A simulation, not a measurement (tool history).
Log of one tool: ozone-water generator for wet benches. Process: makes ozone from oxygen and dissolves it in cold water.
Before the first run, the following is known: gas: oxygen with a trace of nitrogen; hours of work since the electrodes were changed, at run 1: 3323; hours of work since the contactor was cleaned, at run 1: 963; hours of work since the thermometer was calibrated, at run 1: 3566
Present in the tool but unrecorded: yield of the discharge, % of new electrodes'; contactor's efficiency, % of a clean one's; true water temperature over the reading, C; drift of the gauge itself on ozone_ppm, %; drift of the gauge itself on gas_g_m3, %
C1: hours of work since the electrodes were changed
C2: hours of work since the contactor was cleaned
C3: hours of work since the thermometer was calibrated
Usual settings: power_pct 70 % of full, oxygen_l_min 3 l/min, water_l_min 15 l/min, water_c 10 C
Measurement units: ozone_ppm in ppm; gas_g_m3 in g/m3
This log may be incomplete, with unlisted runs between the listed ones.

{"run": 1, "hour": 0.0, "power_pct": 70, "oxygen_l_min": 3, "water_l_min": 15, "water_c": 10, "C1": 3323, "C2": 963, "C3": 3566, "ozone_ppm": 20.7, "gas_g_m3": 241.9}
{"run": 2, "hour": 160.9, "power_pct": 92, "oxygen_l_min": 3, "water_l_min": 15, "water_c": 10, "C1": 3448, "C2": 1088, "C3": 3691, "ozone_ppm": 24.4, "gas_g_m3": 288.8}
{"run": 3, "hour": 282.1, "power_pct": 92, "oxygen_l_min": 3, "water_l_min": 15, "water_c": 10, "C1": 3542, "C2": 1182, "C3": 3785, "ozone_ppm": 24.2, "gas_g_m3": 286.5}
{"run": 4, "hour": 402.6, "power_pct": 92, "oxygen_l_min": 3, "water_l_min": 15, "water_c": 10, "C1": 3636, "C2": 1276, "C3": 3879, "ozone_ppm": 24.3, "gas_g_m3": 287.6}
{"run": 5, "hour": 497.8, "power_pct": 70, "oxygen_l_min": 3, "water_l_min": 12, "water_c": 10, "C1": 3710, "C2": 1350, "C3": 3953, "ozone_ppm": 26, "gas_g_m3": 238.2}
{"run": 6, "hour": 713.0, "power_pct": 70, "oxygen_l_min": 3, "water_l_min": 12, "water_c": 10, "C1": 3877, "C2": 1517, "C3": 4120, "ozone_ppm": 25.7, "gas_g_m3": 240.1}
{"run": 7, "hour": 837.2, "power_pct": 70, "oxygen_l_min": 3, "water_l_min": 12, "water_c": 10, "C1": 3973, "C2": 1613, "C3": 4216, "ozone_ppm": 25.4, "gas_g_m3": 235.2}
{"run": 8, "hour": 944.5, "power_pct": 70, "oxygen_l_min": 3, "water_l_min": 12, "water_c": 10, "C1": 4057, "C2": 1697, "C3": 4300, "ozone_ppm": 25.6, "gas_g_m3": 236.9}
{"run": 9, "hour": 1172.0, "power_pct": 70, "oxygen_l_min": 3, "water_l_min": 12, "water_c": 10, "C1": 4233, "C2": 1873, "C3": 4476, "ozone_ppm": 25.3, "gas_g_m3": 237.7}
{"run": 10, "hour": 1277.1, "power_pct": 70, "oxygen_l_min": 3, "water_l_min": 12, "water_c": 10, "C1": 4315, "C2": 1955, "C3": 4558, "ozone_ppm": 25.3, "gas_g_m3": 234.3}
{"hour": 1297.5, "done": "contactor cleaned"}
{"run": 11, "hour": 1502.3, "power_pct": 70, "oxygen_l_min": 3, "water_l_min": 12, "water_c": 10, "C1": 4487, "C2": 159, "C3": 4730, "ozone_ppm": 25.9, "gas_g_m3": 234.5}
{"run": 12, "hour": 1646.8, "power_pct": 44, "oxygen_l_min": 4.14, "water_l_min": 15, "water_c": 11, "C1": 4599, "C2": 271, "C3": 4842, "ozone_ppm": 15, "gas_g_m3": 144.1}
{"run": 13, "hour": 1873.9, "power_pct": 52, "oxygen_l_min": 1.78, "water_l_min": 15, "water_c": 13, "C1": 4775, "C2": 448, "C3": 5018, "ozone_ppm": 15.9, "gas_g_m3": 273.3}
{"run": 14, "hour": 2014.3, "power_pct": 71, "oxygen_l_min": 2.98, "water_l_min": 11, "water_c": 7, "C1": 4884, "C2": 556, "C3": 5127, "ozone_ppm": 29.1, "gas_g_m3": 235.8}
{"run": 15, "hour": 2241.7, "power_pct": 71, "oxygen_l_min": 2.98, "water_l_min": 11, "water_c": 7, "C1": 5061, "C2": 733, "C3": 5304, "ozone_ppm": 28.9, "gas_g_m3": 234.6}
{"run": 16, "hour": 2467.1, "power_pct": 70, "oxygen_l_min": 2.7, "water_l_min": 15, "water_c": 8, "C1": 5236, "C2": 908, "C3": 5479, "ozone_ppm": 20.1, "gas_g_m3": 248.5}
{"run": 17, "hour": 2672.9, "power_pct": 73, "oxygen_l_min": 3.32, "water_l_min": 15, "water_c": 10, "C1": 5395, "C2": 1068, "C3": 5638, "ozone_ppm": 20.3, "gas_g_m3": 223.8}
{"run": 18, "hour": 2834.0, "power_pct": 79, "oxygen_l_min": 3, "water_l_min": 15, "water_c": 12, "C1": 5520, "C2": 1193, "C3": 5763, "ozone_ppm": 20.3, "gas_g_m3": 245.9}
{"run": 19, "hour": 2981.4, "power_pct": 79, "oxygen_l_min": 3, "water_l_min": 15, "water_c": 12, "C1": 5635, "C2": 1307, "C3": 5878, "ozone_ppm": 20.3, "gas_g_m3": 245.9}
{"hour": 3121.4, "done": "water thermometer calibrated"}
{"run": 20, "hour": 3172.6, "power_pct": 70, "oxygen_l_min": 5.19, "water_l_min": 15, "water_c": 9, "C1": 5783, "C2": 1455, "C3": 40, "ozone_ppm": 19.2, "gas_g_m3": 159.7}

Selected run-to-run steps in ozone_ppm, each split into two signed amounts: the part the tool would show with no hidden state at all (from settings, incoming material and random variation), and the remainder, which goes to the hidden state together with any gauge scatter not common to the measured and the hidden-state-free results:
Run 11 -> 12: power_pct 70 -> 44, oxygen_l_min 3 -> 4.14, water_l_min 12 -> 15, water_c 10 -> 11. ozone_ppm -10.9 ppm: hidden state +2, all else -12.9.
Run 13 -> 14: power_pct 52 -> 71, oxygen_l_min 1.78 -> 2.98, water_l_min 15 -> 11, water_c 13 -> 7. ozone_ppm +13.2 ppm: hidden state -2.7, all else +15.9.
